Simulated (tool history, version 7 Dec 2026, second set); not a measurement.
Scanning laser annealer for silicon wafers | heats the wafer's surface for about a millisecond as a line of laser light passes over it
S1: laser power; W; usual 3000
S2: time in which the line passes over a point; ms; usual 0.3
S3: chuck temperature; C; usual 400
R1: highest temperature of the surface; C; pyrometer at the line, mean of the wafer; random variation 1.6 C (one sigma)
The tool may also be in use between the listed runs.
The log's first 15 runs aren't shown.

{"run": 16, "hour": 202.2, "S1": 3000, "S2": 0.3, "S3": 400, "R1": 1147}
{"run": 17, "hour": 219.3, "S1": 3000, "S2": 0.3, "S3": 400, "R1": 1144}
{"run": 18, "hour": 228.6, "S1": 3000, "S2": 0.3, "S3": 400, "R1": 1145}
{"run": 19, "hour": 239.6, "S1": 3000, "S2": 0.3, "S3": 379, "R1": 1121}
{"run": 20, "hour": 257.8, "S1": 3000, "S2": 0.3, "S3": 379, "R1": 1127}
{"run": 21, "hour": 275.9, "S1": 2970, "S2": 0.281, "S3": 431, "R1": 1145}
{"run": 22, "hour": 289.9, "S1": 3036, "S2": 0.3, "S3": 406, "R1": 1163}
{"run": 23, "hour": 308.7, "S1": 2589, "S2": 0.307, "S3": 403, "R1": 1042}

Run 24 comes next. What will it give?
{"run": 24, "hour": 323.4, "S1": 2589, "S2": 0.307, "S3": 403, "R1": "?"}

{"run 24": {"R1": 1044}}
Without the tool's hidden state the same run would have given R1 1045 C.
